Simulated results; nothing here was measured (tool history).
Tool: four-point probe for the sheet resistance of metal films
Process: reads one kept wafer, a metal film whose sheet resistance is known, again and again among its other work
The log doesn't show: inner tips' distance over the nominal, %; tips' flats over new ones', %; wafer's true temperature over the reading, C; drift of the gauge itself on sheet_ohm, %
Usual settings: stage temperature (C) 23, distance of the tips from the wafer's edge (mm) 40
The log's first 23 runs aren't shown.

| run | hour | stage temperature (C) | distance of the tips from the wafer's edge (mm) | touches since the probe head was changed | hours of work since the stage's thermometer was calibrated | sheet resistance as the instrument gives it (ohm/square) |
|---|---|---|---|---|---|---|
| 24 | 1718.8 | 32 | 18 | 97405 | 1285 | 0.055596 |
| 25 | 1775.2 | 24 | 67 | 98472 | 1311 | 0.055631 |
|  | 1780.3 | stage's thermometer calibrated |
| 26 | 1845.9 | 19 | 8 | 99803 | 30 | 0.056159 |
| 27 | 1902.6 | 27 | 9 | 100877 | 56 | 0.055952 |
| 28 | 2000.8 | 27 | 9 | 102737 | 101 | 0.055967 |
|  | 2019.7 | stage's thermometer calibrated, once more |
| 29 | 2060.8 | 30 | 4 | 103863 | 19 | 0.057316 |
| 30 | 2148.6 | 26 | 10 | 105526 | 59 | 0.055848 |
| 31 | 2197.2 | 26 | 4 | 106446 | 81 | 0.05738 |
| 32 | 2260.8 | 29 | 8 | 107651 | 110 | 0.056002 |
| 33 | 2342.4 | 33 | 32 | 109196 | 147 | 0.055502 |
| 34 | 2411.8 | 35 | 12 | 110511 | 179 | 0.055663 |
| 35 | 2488.4 | 22 | 16 | 111961 | 214 | 0.055781 |
| 36 | 2546.2 | 24 | 33 | 113056 | 240 | 0.055648 |
| 37 | 2620.7 | 24 | 33 | 114467 | 274 | 0.055648 |
| 38 | 2714.3 | 19 | 33 | 116240 | 317 | 0.055725 |
| 39 | 2762.1 | 32 | 65 | 117144 | 339 | 0.055541 |
| 40 | 2846.2 | 32 | 65 | 118738 | 377 | 0.05553 |
| 41 | 2902.5 | 25 | 19 | 119803 | 403 | 0.055712 |
| 42 | 2963.5 | 25 | 64 | 120959 | 431 | 0.055651 |
| 43 | 3023.7 | 35 | 9 | 122098 | 458 | 0.05588 |
| 44 | 3107.7 | 20 | 3 | 123689 | 497 | 0.058858 |
| 45 | 3205.1 | 19 | 54 | 125534 | 541 | 0.055739 |

3 ways to go on from here, each from the tool as it stands after run 45. What would each give?
| A | 3286.3 | 19 | 11 | 127071 | 578 | ? |
| B | 3286.3 | 23 | 17 | 127071 | 578 | ? |
| C | 3286.3 | 23 | 49 | 127071 | 578 | ? |

| run | sheet resistance as the instrument gives it (ohm/square) |
|---|---|
| A | 0.055994 |
| B | 0.055819 |
| C | 0.055718 |
Without the tool's hidden state the same runs would have given:
| run | sheet resistance as the instrument gives it (ohm/square) |
|---|---|
| A | 0.055293 |
| B | 0.05512 |
| C | 0.055021 |
